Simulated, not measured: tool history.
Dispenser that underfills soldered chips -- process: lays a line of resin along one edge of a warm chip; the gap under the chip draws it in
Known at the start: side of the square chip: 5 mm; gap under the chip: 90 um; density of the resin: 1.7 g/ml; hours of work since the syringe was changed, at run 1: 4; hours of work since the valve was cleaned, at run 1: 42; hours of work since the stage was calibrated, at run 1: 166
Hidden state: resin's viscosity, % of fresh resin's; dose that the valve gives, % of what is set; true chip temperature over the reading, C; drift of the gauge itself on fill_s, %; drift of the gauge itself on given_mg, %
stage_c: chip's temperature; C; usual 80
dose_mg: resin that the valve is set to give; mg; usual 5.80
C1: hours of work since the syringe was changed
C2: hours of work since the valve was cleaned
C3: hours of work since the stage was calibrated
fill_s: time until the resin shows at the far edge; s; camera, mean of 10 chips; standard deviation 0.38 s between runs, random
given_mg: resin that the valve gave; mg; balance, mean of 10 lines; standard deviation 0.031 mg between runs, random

Run 1, hour 0.0: usual settings; C1 4; C2 42; C3 166. Result: fill_s 30.3 s, given_mg 5.75 mg.
At hour 4.4: new syringe of resin.
Run 2, hour 7.0: usual settings; C1 2; C2 47; C3 171. Result: fill_s 25.8 s, given_mg 5.69 mg.
At hour 15.2: new syringe of resin.
Run 3, hour 20.1: usual settings but stage_c 89 C; C1 4; C2 56; C3 180. Result: fill_s 21.1 s, given_mg 5.69 mg.
At hour 25.8: new syringe of resin.
Run 4, hour 28.8: usual settings but stage_c 89 C; C1 2; C2 62; C3 187. Result: fill_s 18.9 s, given_mg 5.65 mg.
At hour 37.0: new syringe of resin.
Run 5, hour 39.8: usual settings but stage_c 89 C; C1 2; C2 70; C3 194. Result: fill_s 19.4 s, given_mg 5.66 mg.
At hour 48.0: new syringe of resin.
Run 6, hour 52.3: usual settings; C1 3; C2 79; C3 203. Result: fill_s 27.9 s, given_mg 5.64 mg.
At hour 58.7: new syringe of resin.
Run 7, hour 63.0: usual settings but dose_mg 5.45 mg; C1 3; C2 86; C3 211. Result: fill_s 29.0 s, given_mg 5.23 mg.
Run 8, hour 68.6: usual settings but dose_mg 6.58 mg; C1 7; C2 90; C3 215. Result: fill_s 34.9 s, given_mg 6.38 mg.
At hour 69.9: new syringe of resin.
Run 9, hour 79.1: usual settings; C1 7; C2 98; C3 222. Result: fill_s 34.4 s, given_mg 5.60 mg.
At hour 80.4: new syringe of resin.
Run 10, hour 87.0: usual settings; C1 5; C2 103; C3 227. Result: fill_s 31.5 s, given_mg 5.60 mg.
At hour 91.3: new syringe of resin.
Run 11, hour 100.5: usual settings; C1 7; C2 113; C3 237. Result: fill_s 35.0 s, given_mg 5.53 mg.
At hour 101.8: new syringe of resin.
At hour 112.4: new syringe of resin.
Run 12, hour 113.0: usual settings; C1 0; C2 121; C3 246. Result: fill_s 24.6 s, given_mg 5.51 mg.
Run 13, hour 120.1: usual settings; C1 6; C2 126; C3 251. Result: fill_s 32.8 s, given_mg 5.49 mg.
At hour 123.0: new syringe of resin.
Run 14, hour 126.1: usual settings but stage_c 77 C, dose_mg 6.68 mg; C1 2; C2 130; C3 255. Result: fill_s 29.1 s, given_mg 6.33 mg.
At hour 130.0: dispensing valve cleaned and set on the balance.
At hour 134.8: new syringe of resin.
Run 15, hour 140.4: usual settings but stage_c 87 C, dose_mg 5.12 mg; C1 4; C2 7; C3 264. Result: fill_s 24.2 s, given_mg 5.11 mg.
At hour 146.2: new syringe of resin.
Run 16, hour 147.8: usual settings but stage_c 91 C, dose_mg 5.74 mg; C1 1; C2 12; C3 269. Result: fill_s 17.4 s, given_mg 5.71 mg.
Run 17, hour 155.3: usual settings but stage_c 65 C, dose_mg 7.07 mg; C1 7; C2 18; C3 275. Result: fill_s 58.0 s, given_mg 7.02 mg.
At hour 156.8: new syringe of resin.
Run 18, hour 166.5: usual settings but stage_c 77 C, dose_mg 5.60 mg; C1 7; C2 26; C3 283. Result: fill_s 41.0 s, given_mg 5.54 mg.
At hour 167.7: new syringe of resin.
At hour 179.2: new syringe of resin.
Run 19, hour 180.5: usual settings but stage_c 89 C, dose_mg 4.97 mg; C1 1; C2 35; C3 292. Result: fill_s 18.2 s, given_mg 4.89 mg.
At hour 189.6: new syringe of resin.
Run 20, hour 193.9: usual settings but stage_c 95 C, dose_mg 5.99 mg; C1 3; C2 45; C3 302. Result: fill_s 16.0 s, given_mg 5.90 mg.
At hour 200.0: new syringe of resin.
Run 21, hour 202.1: usual settings but stage_c 72 C, dose_mg 6.02 mg; C1 2; C2 51; C3 307. Result: fill_s 36.3 s, given_mg 5.85 mg.
At hour 211.2: new syringe of resin.
Run 22, hour 215.6: usual settings but stage_c 72 C, dose_mg 6.02 mg; C1 3; C2 60; C3 317. Result: fill_s 39.3 s, given_mg 5.87 mg.
At hour 221.7: new syringe of resin.
Run 23, hour 223.0: usual settings but stage_c 72 C, dose_mg 6.02 mg; C1 1; C2 65; C3 322. Result: fill_s 33.6 s, given_mg 5.77 mg.
At hour 232.2: new syringe of resin.
Run 24, hour 235.3: usual settings but stage_c 68 C; C1 2; C2 74; C3 331. Result: fill_s 42.7 s, given_mg 5.65 mg.
At hour 242.6: new syringe of resin.
Run 25, hour 244.0: usual settings but stage_c 89 C, dose_mg 6.03 mg; C1 1; C2 80; C3 337. Result: fill_s 18.9 s, given_mg 5.80 mg.

Here are 5 independent what-if runs from the current tool condition. What would each one return?
At hour 253.7: new syringe of resin.
Run A, hour 254.9: usual settings but dose_mg 5.42 mg; C1 1; C2 88; C3 345. Result: fill_s ?, given_mg ?.
At hour 253.7: new syringe of resin.
Run B, hour 254.9: usual settings but stage_c 85 C, dose_mg 6.10 mg; C1 1; C2 88; C3 345. Result: fill_s ?, given_mg ?.
At hour 253.7: new syringe of resin.
Run C, hour 254.9: usual settings but stage_c 69 C, dose_mg 5.25 mg; C1 1; C2 88; C3 345. Result: fill_s ?, given_mg ?.
At hour 253.7: new syringe of resin.
Run D, hour 254.9: usual settings but stage_c 82 C, dose_mg 5.18 mg; C1 1; C2 88; C3 345. Result: fill_s ?, given_mg ?.
At hour 253.7: new syringe of resin.
Run E, hour 254.9: usual settings but stage_c 90 C, dose_mg 6.03 mg; C1 1; C2 88; C3 345. Result: fill_s ?, given_mg ?.

run  fill_s  given_mg
  A    25.5      5.20
  B    21.1      5.84
  C    39.0      5.04
  D    24.9      4.99
  E    17.8      5.85
Without the tool's unlogged condition, the same runs would have read:
run  fill_s  given_mg
  A    22.6      5.42
  B    18.9      6.08
  C    34.4      5.24
  D    22.1      5.19
  E    15.9      6.09

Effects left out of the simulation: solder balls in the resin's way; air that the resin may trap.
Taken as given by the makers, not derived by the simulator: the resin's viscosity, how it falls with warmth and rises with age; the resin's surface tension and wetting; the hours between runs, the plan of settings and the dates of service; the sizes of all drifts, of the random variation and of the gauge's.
